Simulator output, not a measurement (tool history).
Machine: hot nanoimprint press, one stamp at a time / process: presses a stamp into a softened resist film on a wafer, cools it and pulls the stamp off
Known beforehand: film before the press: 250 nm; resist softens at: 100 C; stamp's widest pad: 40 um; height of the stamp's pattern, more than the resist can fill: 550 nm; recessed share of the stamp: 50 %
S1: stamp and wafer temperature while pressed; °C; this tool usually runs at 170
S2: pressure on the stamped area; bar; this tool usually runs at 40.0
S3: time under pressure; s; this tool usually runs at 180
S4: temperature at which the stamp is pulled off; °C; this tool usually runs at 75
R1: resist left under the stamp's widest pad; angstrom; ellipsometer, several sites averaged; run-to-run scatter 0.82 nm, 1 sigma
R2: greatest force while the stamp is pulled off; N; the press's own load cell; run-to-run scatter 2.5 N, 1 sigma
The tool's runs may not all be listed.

| run | hour | S1 | S2 | S3 | S4 | R1 | R2 |
|---|---|---|---|---|---|---|---|
| 1 | 0.0 | 170 | 40.0 | 180 | 75 | 1266 | 123 |
| 2 | 53.0 | 170 | 40.0 | 180 | 75 | 1286 | 128 |
| 3 | 132.8 | 170 | 40.0 | 180 | 75 | 1304 | 142 |
| 4 | 183.7 | 170 | 40.0 | 180 | 75 | 1290 | 154 |
|  | 195.2 | plate thermocouple calibrated |
|  | 217.8 | press's hydraulic seals changed and the load cell set to zero |
| 5 | 278.8 | 170 | 40.0 | 180 | 74 | 1284 | 177 |
| 6 | 347.3 | 170 | 40.0 | 180 | 63 | 1292 | 233 |
|  | 398.2 | plate thermocouple calibrated, once more |
| 7 | 435.3 | 170 | 40.0 | 99 | 63 | 1504 | 249 |
|  | 473.3 | stamp cleaned and given a new release coat |
| 8 | 508.3 | 178 | 40.0 | 180 | 75 | 980 | 121 |
| 9 | 552.5 | 171 | 62.8 | 268 | 66 | 836 | 158 |
| 10 | 630.4 | 161 | 32.4 | 138 | 80 | 1959 | 129 |
| 11 | 678.5 | 161 | 32.4 | 138 | 80 | 1955 | 135 |

Forecast each of these 3 alternatives for the next run:
| A | 731.0 | 161 | 32.4 | 136 | 80 | ? | ? |
| B | 731.0 | 170 | 28.6 | 180 | 81 | ? | ? |
| C | 731.0 | 161 | 47.1 | 94 | 81 | ? | ? |

| run | R1 | R2 |
|---|---|---|
| A | 1934 | 148 |
| B | 1500 | 146 |
| C | 1868 | 141 |
The same runs, with their run-to-run variation unchanged, on a tool lacking any hidden condition would have given:
| run | R1 | R2 |
|---|---|---|
| A | 1891 | 104 |
| B | 1457 | 103 |
| C | 1815 | 98 |

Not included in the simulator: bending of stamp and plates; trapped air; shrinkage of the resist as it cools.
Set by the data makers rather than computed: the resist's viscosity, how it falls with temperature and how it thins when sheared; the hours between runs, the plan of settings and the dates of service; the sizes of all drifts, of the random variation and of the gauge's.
